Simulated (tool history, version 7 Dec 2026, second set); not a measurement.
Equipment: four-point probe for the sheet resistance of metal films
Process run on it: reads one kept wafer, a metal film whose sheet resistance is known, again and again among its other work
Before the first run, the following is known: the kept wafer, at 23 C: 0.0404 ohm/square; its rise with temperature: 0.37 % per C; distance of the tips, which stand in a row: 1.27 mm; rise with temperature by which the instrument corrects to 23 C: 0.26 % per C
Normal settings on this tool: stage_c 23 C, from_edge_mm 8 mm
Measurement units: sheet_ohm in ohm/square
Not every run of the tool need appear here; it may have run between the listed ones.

run     day  stage_c  from_edge_mm  sheet_ohm
  1       0       23             8   0.040864
  2   1.896       35             8   0.041396
  3   4.079       35             8    0.04141
  4   5.783       35             8   0.041405
  5   8.425       25             8   0.040944
  6   9.888       25             8   0.040945
  7  11.546       25             8   0.040949
  8  13.838       23             8   0.040875
  9  16.092       23             8   0.040869
 10  17.788       23            16    0.04047
 11  20.021       29             8   0.041157
 12  22.671       29             8   0.041152
 13  24.383       29             8   0.041171
 14  26.117       23            12   0.040585
 15  27.338       23            12   0.040611
 16  29.529       23            12   0.040591
 17  31.838       20            12   0.040463
 18  34.208       20            12   0.040457
 19  35.338       27             8    0.04108
 20  36.942       27             8   0.041097
 21  38.529       27             8   0.041089
 22    40.6       27             8   0.041105
 23  41.804       34             8   0.041407
 24  44.108       34             8   0.041408
     44.321  -- stage's thermometer calibrated
 25  46.646       20            57   0.040237
 26  47.838       23            11   0.040658
 27  49.933       34            24   0.040927
 28  51.371       32            20   0.040871
 29  53.975       30            68   0.040694
     55.879  -- stage's thermometer calibrated, once more
 30  56.517       21            42   0.040355
 31  58.567       21            42   0.040362
 32  60.275       19            38   0.040273
 33  61.908       29            22   0.040772
 34  64.046       18            17   0.040328
 35  65.629       22             5   0.041732
 36  67.408       22             5   0.041758
 37  69.279       27            64   0.040636
 38  71.217       27            64   0.040639
 39  73.012       27             8   0.041176
 40  75.396       28             7   0.041382
 41  78.096       23             8   0.041001
 42  80.521       21            31   0.040395
 43  81.792       22            31   0.040459
 44  83.533       34            32   0.040991

Consider 3 possible next runs. They are alternatives, not a sequence: every one starts from the tool as it was left by run 44. What does each give?
  A  85.6       31            15          ?
  B  85.6       22             8          ?
  C  85.6       24             4          ?

run  sheet_ohm
  A   0.040975
  B   0.040972
  C   0.042595
Without the tool's unlogged condition, the same runs would have read:
run  sheet_ohm
  A   0.040904
  B   0.040902
  C   0.042522
